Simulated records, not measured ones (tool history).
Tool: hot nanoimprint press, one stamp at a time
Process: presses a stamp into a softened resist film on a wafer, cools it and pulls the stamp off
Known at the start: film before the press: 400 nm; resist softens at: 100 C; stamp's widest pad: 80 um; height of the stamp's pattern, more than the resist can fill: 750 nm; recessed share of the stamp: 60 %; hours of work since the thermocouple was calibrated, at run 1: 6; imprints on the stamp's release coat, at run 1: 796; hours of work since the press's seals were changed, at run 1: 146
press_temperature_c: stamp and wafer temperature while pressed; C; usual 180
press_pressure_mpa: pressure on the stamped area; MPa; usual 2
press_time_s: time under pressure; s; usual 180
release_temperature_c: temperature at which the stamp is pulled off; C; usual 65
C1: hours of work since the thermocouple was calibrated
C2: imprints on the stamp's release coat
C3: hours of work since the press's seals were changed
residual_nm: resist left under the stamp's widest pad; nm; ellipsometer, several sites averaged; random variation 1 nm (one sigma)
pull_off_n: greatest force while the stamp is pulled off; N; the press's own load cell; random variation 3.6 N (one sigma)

{"run": 1, "hour": 0.0, "press_temperature_c": 180, "press_pressure_mpa": 2, "press_time_s": 180, "release_temperature_c": 65, "C1": 6, "C2": 796, "C3": 146, "residual_nm": 236.2, "pull_off_n": 200}
{"run": 2, "hour": 15.2, "press_temperature_c": 180, "press_pressure_mpa": 2, "press_time_s": 180, "release_temperature_c": 65, "C1": 13, "C2": 835, "C3": 153, "residual_nm": 238.7, "pull_off_n": 211}
{"run": 3, "hour": 31.0, "press_temperature_c": 180, "press_pressure_mpa": 2, "press_time_s": 180, "release_temperature_c": 65, "C1": 21, "C2": 876, "C3": 161, "residual_nm": 234.8, "pull_off_n": 210}
{"run": 4, "hour": 40.3, "press_temperature_c": 180, "press_pressure_mpa": 2, "press_time_s": 180, "release_temperature_c": 65, "C1": 26, "C2": 900, "C3": 166, "residual_nm": 236.2, "pull_off_n": 206}
{"run": 5, "hour": 51.3, "press_temperature_c": 180, "press_pressure_mpa": 2, "press_time_s": 180, "release_temperature_c": 65, "C1": 31, "C2": 929, "C3": 171, "residual_nm": 235.3, "pull_off_n": 217}
{"run": 6, "hour": 58.9, "press_temperature_c": 180, "press_pressure_mpa": 2.18, "press_time_s": 180, "release_temperature_c": 65, "C1": 35, "C2": 949, "C3": 175, "residual_nm": 229.9, "pull_off_n": 216}
{"run": 7, "hour": 73.3, "press_temperature_c": 180, "press_pressure_mpa": 2, "press_time_s": 251, "release_temperature_c": 65, "C1": 42, "C2": 986, "C3": 182, "residual_nm": 212.1, "pull_off_n": 213}
{"run": 8, "hour": 81.6, "press_temperature_c": 186, "press_pressure_mpa": 2, "press_time_s": 180, "release_temperature_c": 65, "C1": 46, "C2": 1007, "C3": 186, "residual_nm": 204.5, "pull_off_n": 219}
{"run": 9, "hour": 95.1, "press_temperature_c": 178, "press_pressure_mpa": 2, "press_time_s": 180, "release_temperature_c": 65, "C1": 53, "C2": 1043, "C3": 193, "residual_nm": 250.3, "pull_off_n": 228}
{"run": 10, "hour": 108.4, "press_temperature_c": 180, "press_pressure_mpa": 2.95, "press_time_s": 180, "release_temperature_c": 65, "C1": 60, "C2": 1077, "C3": 199, "residual_nm": 204.3, "pull_off_n": 210}
{"run": 11, "hour": 118.3, "press_temperature_c": 180, "press_pressure_mpa": 2.95, "press_time_s": 180, "release_temperature_c": 65, "C1": 64, "C2": 1103, "C3": 204, "residual_nm": 205, "pull_off_n": 224}
{"run": 12, "hour": 130.9, "press_temperature_c": 180, "press_pressure_mpa": 2.95, "press_time_s": 180, "release_temperature_c": 65, "C1": 71, "C2": 1135, "C3": 211, "residual_nm": 204.3, "pull_off_n": 226}
{"run": 13, "hour": 139.0, "press_temperature_c": 180, "press_pressure_mpa": 2.95, "press_time_s": 180, "release_temperature_c": 65, "C1": 75, "C2": 1156, "C3": 215, "residual_nm": 204.6, "pull_off_n": 232}
{"run": 14, "hour": 154.6, "press_temperature_c": 180, "press_pressure_mpa": 2, "press_time_s": 180, "release_temperature_c": 65, "C1": 83, "C2": 1197, "C3": 222, "residual_nm": 238.6, "pull_off_n": 217}
{"run": 15, "hour": 168.6, "press_temperature_c": 180, "press_pressure_mpa": 2, "press_time_s": 180, "release_temperature_c": 56, "C1": 89, "C2": 1233, "C3": 229, "residual_nm": 239.8, "pull_off_n": 285}
{"run": 16, "hour": 178.9, "press_temperature_c": 180, "press_pressure_mpa": 1.61, "press_time_s": 180, "release_temperature_c": 50, "C1": 95, "C2": 1260, "C3": 235, "residual_nm": 254.5, "pull_off_n": 340}
{"run": 17, "hour": 185.8, "press_temperature_c": 178, "press_pressure_mpa": 1.62, "press_time_s": 169, "release_temperature_c": 64, "C1": 98, "C2": 1278, "C3": 238, "residual_nm": 271.3, "pull_off_n": 240}
{"hour": 189.8, "done": "plate thermocouple calibrated"}
{"run": 18, "hour": 195.8, "press_temperature_c": 170, "press_pressure_mpa": 1.51, "press_time_s": 316, "release_temperature_c": 59, "C1": 3, "C2": 1296, "C3": 241, "residual_nm": 278.5, "pull_off_n": 268}

Run 19 comes next. What will it give?
{"run": 19, "hour": 209.8, "press_temperature_c": 185, "press_pressure_mpa": 2, "press_time_s": 282, "release_temperature_c": 70, "C1": 10, "C2": 1332, "C3": 248, "residual_nm": "?", "pull_off_n": "?"}

residual_nm: 179.1 nm
pull_off_n: 199 N
Without the tool's hidden state the same run would have given residual_nm 174.9 nm, pull_off_n 147 N.
